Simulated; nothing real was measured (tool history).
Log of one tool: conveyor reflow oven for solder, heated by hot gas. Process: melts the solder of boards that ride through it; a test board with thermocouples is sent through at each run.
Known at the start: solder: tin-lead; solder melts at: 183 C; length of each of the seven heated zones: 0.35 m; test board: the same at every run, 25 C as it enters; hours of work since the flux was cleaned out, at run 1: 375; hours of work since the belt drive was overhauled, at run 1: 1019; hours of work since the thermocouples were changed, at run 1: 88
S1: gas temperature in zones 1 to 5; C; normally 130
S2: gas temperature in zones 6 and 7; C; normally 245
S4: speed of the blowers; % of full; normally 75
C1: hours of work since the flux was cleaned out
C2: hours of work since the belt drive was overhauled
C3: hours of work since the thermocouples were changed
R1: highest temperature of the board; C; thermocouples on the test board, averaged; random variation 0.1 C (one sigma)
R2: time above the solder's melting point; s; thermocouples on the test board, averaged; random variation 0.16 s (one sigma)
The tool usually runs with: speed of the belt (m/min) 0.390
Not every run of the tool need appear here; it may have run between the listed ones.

run 1 hour=0.0 | S1=130 S2=245 speed_of_the_belt_(m/min)=0.390 S4=75 | C1=375 C2=1019 C3=88 | R1=229.2 R2=89.5
run 2 hour=47.1 | S1=130 S2=245 speed_of_the_belt_(m/min)=0.390 S4=75 | C1=411 C2=1055 C3=124 | R1=229.1 R2=90.1
run 3 hour=84.6 | S1=130 S2=245 speed_of_the_belt_(m/min)=0.390 S4=75 | C1=440 C2=1083 C3=153 | R1=229.1 R2=89.8
-- hour=101.6 flux residue cleaned out of gas plates and filters
run 4 hour=119.9 | S1=130 S2=245 speed_of_the_belt_(m/min)=0.390 S4=75 | C1=14 C2=1107 C3=176 | R1=231.4 R2=91.9
run 5 hour=156.7 | S1=130 S2=245 speed_of_the_belt_(m/min)=0.390 S4=75 | C1=42 C2=1135 C3=204 | R1=231.4 R2=92.0
run 6 hour=194.6 | S1=130 S2=245 speed_of_the_belt_(m/min)=0.390 S4=71 | C1=71 C2=1164 C3=233 | R1=230.2 R2=91.1
run 7 hour=223.6 | S1=130 S2=245 speed_of_the_belt_(m/min)=0.390 S4=71 | C1=93 C2=1186 C3=255 | R1=230.2 R2=90.9
run 8 hour=268.9 | S1=126 S2=245 speed_of_the_belt_(m/min)=0.390 S4=75 | C1=128 C2=1221 C3=290 | R1=230.8 R2=89.9
run 9 hour=307.3 | S1=126 S2=245 speed_of_the_belt_(m/min)=0.390 S4=75 | C1=157 C2=1250 C3=319 | R1=230.8 R2=89.6
run 10 hour=328.4 | S1=130 S2=245 speed_of_the_belt_(m/min)=0.390 S4=75 | C1=174 C2=1266 C3=335 | R1=231.0 R2=91.8
run 11 hour=358.0 | S1=130 S2=245 speed_of_the_belt_(m/min)=0.390 S4=75 | C1=196 C2=1289 C3=358 | R1=231.1 R2=92.2
run 12 hour=409.2 | S1=130 S2=245 speed_of_the_belt_(m/min)=0.390 S4=75 | C1=236 C2=1328 C3=397 | R1=231.0 R2=91.8
run 13 hour=454.9 | S1=130 S2=245 speed_of_the_belt_(m/min)=0.390 S4=75 | C1=271 C2=1363 C3=432 | R1=231.1 R2=91.7
run 14 hour=485.7 | S1=140 S2=245 speed_of_the_belt_(m/min)=0.390 S4=75 | C1=294 C2=1387 C3=456 | R1=232.4 R2=96.9
run 15 hour=507.5 | S1=132 S2=245 speed_of_the_belt_(m/min)=0.390 S4=75 | C1=311 C2=1403 C3=473 | R1=231.4 R2=92.7
run 16 hour=532.9 | S1=130 S2=245 speed_of_the_belt_(m/min)=0.390 S4=75 | C1=330 C2=1423 C3=492 | R1=231.1 R2=92.1
-- hour=558.7 thermocouples of zones 6 and 7 changed
run 17 hour=584.2 | S1=130 S2=245 speed_of_the_belt_(m/min)=0.312 S4=51 | C1=368 C2=1461 C3=20 | R1=229.8 R2=114.1
run 18 hour=621.3 | S1=133 S2=245 speed_of_the_belt_(m/min)=0.439 S4=75 | C1=396 C2=1489 C3=48 | R1=225.4 R2=77.9
run 19 hour=664.5 | S1=133 S2=245 speed_of_the_belt_(m/min)=0.439 S4=75 | C1=430 C2=1522 C3=81 | R1=225.4 R2=77.9
run 20 hour=686.0 | S1=128 S2=245 speed_of_the_belt_(m/min)=0.439 S4=80 | C1=446 C2=1539 C3=98 | R1=225.9 R2=76.4
-- hour=695.6 flux residue cleaned out of gas plates and filters
run 21 hour=717.4 | S1=130 S2=244 speed_of_the_belt_(m/min)=0.390 S4=86 | C1=17 C2=1559 C3=118 | R1=232.8 R2=93.6
run 22 hour=755.5 | S1=130 S2=244 speed_of_the_belt_(m/min)=0.390 S4=86 | C1=46 C2=1588 C3=147 | R1=232.7 R2=93.8
run 23 hour=784.5 | S1=139 S2=238 speed_of_the_belt_(m/min)=0.445 S4=51 | C1=68 C2=1610 C3=169 | R1=213.7 R2=67.1
run 24 hour=835.6 | S1=139 S2=238 speed_of_the_belt_(m/min)=0.445 S4=51 | C1=107 C2=1649 C3=208 | R1=213.8 R2=67.0
run 25 hour=886.8 | S1=117 S2=259 speed_of_the_belt_(m/min)=0.362 S4=76 | C1=146 C2=1688 C3=247 | R1=245.2 R2=105.2
-- hour=935.8 belt drive overhauled, speed set with a stopwatch
run 26 hour=936.9 | S1=117 S2=259 speed_of_the_belt_(m/min)=0.362 S4=76 | C1=182 C2=1 C3=283 | R1=244.5 R2=102.4
run 27 hour=987.5 | S1=117 S2=259 speed_of_the_belt_(m/min)=0.362 S4=76 | C1=220 C2=40 C3=321 | R1=244.5 R2=102.3
run 28 hour=1023.6 | S1=117 S2=259 speed_of_the_belt_(m/min)=0.362 S4=76 | C1=248 C2=67 C3=349 | R1=244.5 R2=102.2
run 29 hour=1049.9 | S1=130 S2=245 speed_of_the_belt_(m/min)=0.346 S4=57 | C1=268 C2=87 C3=369 | R1=229.1 R2=99.9
run 30 hour=1095.9 | S1=115 S2=256 speed_of_the_belt_(m/min)=0.390 S4=80 | C1=303 C2=123 C3=405 | R1=239.5 R2=91.0
run 31 hour=1116.7 | S1=118 S2=256 speed_of_the_belt_(m/min)=0.328 S4=80 | C1=319 C2=139 C3=420 | R1=245.8 R2=114.6

3 options for the next run, each taken on its own from the tool as it stands now. Forecast them:
run A hour=1145.7 | S1=130 S2=256 speed_of_the_belt_(m/min)=0.446 S4=80 | C1=342 C2=161 C3=443 | R1=? R2=?
run B hour=1145.7 | S1=138 S2=255 speed_of_the_belt_(m/min)=0.345 S4=75 | C1=342 C2=161 C3=443 | R1=? R2=?
run C hour=1145.7 | S1=117 S2=256 speed_of_the_belt_(m/min)=0.328 S4=90 | C1=342 C2=161 C3=443 | R1=? R2=?

run=A R1=236.5 R2=82.1
run=B R1=244.3 R2=116.2
run=C R1=247.5 R2=115.6
Without the tool's hidden state the same runs would have given:
run=A R1=237.2 R2=82.3
run=B R1=244.2 R2=115.6
run=C R1=247.5 R2=115.4
